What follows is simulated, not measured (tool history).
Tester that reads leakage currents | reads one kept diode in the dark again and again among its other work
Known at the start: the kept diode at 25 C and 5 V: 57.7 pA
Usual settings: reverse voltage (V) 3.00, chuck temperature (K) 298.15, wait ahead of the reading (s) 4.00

| run | hour | reverse voltage (V) | chuck temperature (K) | wait ahead of the reading (s) | current that the tester gives (pA) |
|---|---|---|---|---|---|
| 1 | 0.0 | 3.00 | 298.15 | 4.00 | 50.13 |
| 2 | 60.5 | 3.00 | 298.15 | 4.00 | 50.05 |
| 3 | 92.0 | 3.00 | 298.15 | 4.00 | 49.81 |
| 4 | 151.3 | 2.91 | 298.15 | 4.00 | 49.49 |
| 5 | 214.9 | 13.53 | 298.15 | 4.00 | 114.59 |
| 6 | 264.5 | 13.53 | 298.15 | 4.00 | 114.11 |
|  | 273.7 | probe card cleaned and baked |
| 7 | 314.6 | 14.49 | 302.15 | 4.00 | 153.55 |
| 8 | 382.0 | 12.45 | 331.15 | 1.89 | 782.59 |
| 9 | 432.8 | 12.45 | 331.15 | 1.89 | 785.64 |
| 10 | 496.8 | 12.45 | 331.15 | 1.89 | 784.18 |
| 11 | 539.5 | 11.85 | 294.15 | 2.28 | 91.16 |
| 12 | 574.5 | 3.00 | 333.15 | 6.58 | 458.37 |

Some steps in current that the tester gives (pA) between neighbouring runs. How much of each would the tool show without its hidden state too (settings, what came in, random variation), and how much is left for the hidden state, with any gauge scatter that isn't in both results?
The hidden state here: stray current of the dirty probe card, pA a volt; current scale over the true one, %; true chuck temperature over the reading, C; drift of the gauge itself on leakage_pa, %.
Run 10 -> 11: reverse voltage (V) 12.45 -> 11.85, chuck temperature (K) 331.15 -> 294.15, wait ahead of the reading (s) 1.89 -> 2.28. current that the tester gives (pA) -693.02: hidden state +31.38, all else -724.40.
Run 11 -> 12: reverse voltage (V) 11.85 -> 3.00, chuck temperature (K) 294.15 -> 333.15, wait ahead of the reading (s) 2.28 -> 6.58. current that the tester gives (pA) +367.21: hidden state -41.34, all else +408.55.
